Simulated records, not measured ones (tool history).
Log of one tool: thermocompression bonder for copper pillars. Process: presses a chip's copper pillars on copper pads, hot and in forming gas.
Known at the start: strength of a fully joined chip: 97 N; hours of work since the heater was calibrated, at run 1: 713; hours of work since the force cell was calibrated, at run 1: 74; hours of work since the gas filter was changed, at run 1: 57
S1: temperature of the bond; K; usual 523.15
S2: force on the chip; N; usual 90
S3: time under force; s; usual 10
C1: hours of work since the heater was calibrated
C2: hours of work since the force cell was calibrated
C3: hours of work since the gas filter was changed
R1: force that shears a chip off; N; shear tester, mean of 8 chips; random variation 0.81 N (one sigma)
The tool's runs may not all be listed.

run,hour,S1,S2,S3,C1,C2,C3,R1
1,0,523.15,90,10,713,74,57,65
2,8.7,523.15,90,10,720,81,64,65.9
3,23.6,523.15,90,10,732,93,76,66
4,44.4,523.15,90,10,749,110,93,65.7
5,59.6,523.15,90,10,761,122,105,66.8
6,75.7,523.15,90,10,774,135,118,66
7,90.1,553.15,90,10,785,146,129,82
8,101.4,553.15,90,10,794,155,138,81.7
9,113.8,515.15,90,10,804,165,148,61.1
10,126.1,523.15,90,6,814,175,158,57.4
# hour 131.7: forming gas filter changed
11,136.8,523.15,90,10,822,183,4,66.5
12,149.7,523.15,90,10,832,193,14,66.3
13,162.3,523.15,90,10,842,203,24,66.9
14,183.6,523.15,90,10,859,220,41,65.3
15,196.3,523.15,90,10,869,230,52,65.9
16,205.1,523.15,90,10,876,237,58,65.4
17,225.3,523.15,90,5,893,253,75,53.8
18,242,523.15,90,5,906,267,88,54.5
19,259.4,523.15,90,5,920,281,102,54.5
20,275.5,523.15,90,5,933,293,115,54.6
21,293.3,523.15,115,10,947,308,129,74.7
22,308.4,523.15,78,10,959,320,141,60.3
23,327.8,550.15,113,22,974,335,156,92.9
# hour 334.9: forming gas filter changed
24,340.6,523.15,83,20,984,345,5,75.3
25,352.2,523.15,83,20,993,354,14,76.6
26,373.3,523.15,83,20,1010,371,31,76.3
27,384.2,523.15,83,20,1019,380,39,77.5
28,393.7,523.15,83,20,1026,387,47,75.6
29,405.8,523.15,83,20,1036,397,57,75.2
30,425.9,550.15,88,7,1052,413,72,73.1
# hour 444.1: heater calibrated with a thermocouple chip
31,448.5,508.15,103,20,3,429,89,73.3
32,467.7,503.15,122,21,19,445,104,77.1
33,482.1,523.15,90,7,30,456,116,60.1
34,496,497.15,90,6,41,467,127,42.3
35,513.8,497.15,90,6,56,481,141,43.6
36,533.4,497.15,117,6,71,497,157,50.6
# hour 540.5: forming gas filter changed
37,553,544.15,121,21,86,512,10,93.3
38,573.3,544.15,121,21,103,528,26,90.5
39,593.6,552.15,68,19,119,545,42,83.2

How the hidden state differs across the entries between the runs, from the last listed run before each to the first after it:
Between runs 10 and 11: forming gas filter changed (hour 131.7)
  oxide that the forming gas leaves, % of the face: 0.71 -> 0.51
Between runs 23 and 24: forming gas filter changed (hour 334.9)
  oxide that the forming gas leaves, % of the face: 0.7 -> 0.51
Between runs 30 and 31: heater calibrated with a thermocouple chip (hour 444.1)
  true temperature of the bond over the reading, C: -0.4 -> 0; oxide that the forming gas leaves, % of the face: 0.59 -> 0.61
Between runs 36 and 37: forming gas filter changed (hour 540.5)
  oxide that the forming gas leaves, % of the face: 0.7 -> 0.51

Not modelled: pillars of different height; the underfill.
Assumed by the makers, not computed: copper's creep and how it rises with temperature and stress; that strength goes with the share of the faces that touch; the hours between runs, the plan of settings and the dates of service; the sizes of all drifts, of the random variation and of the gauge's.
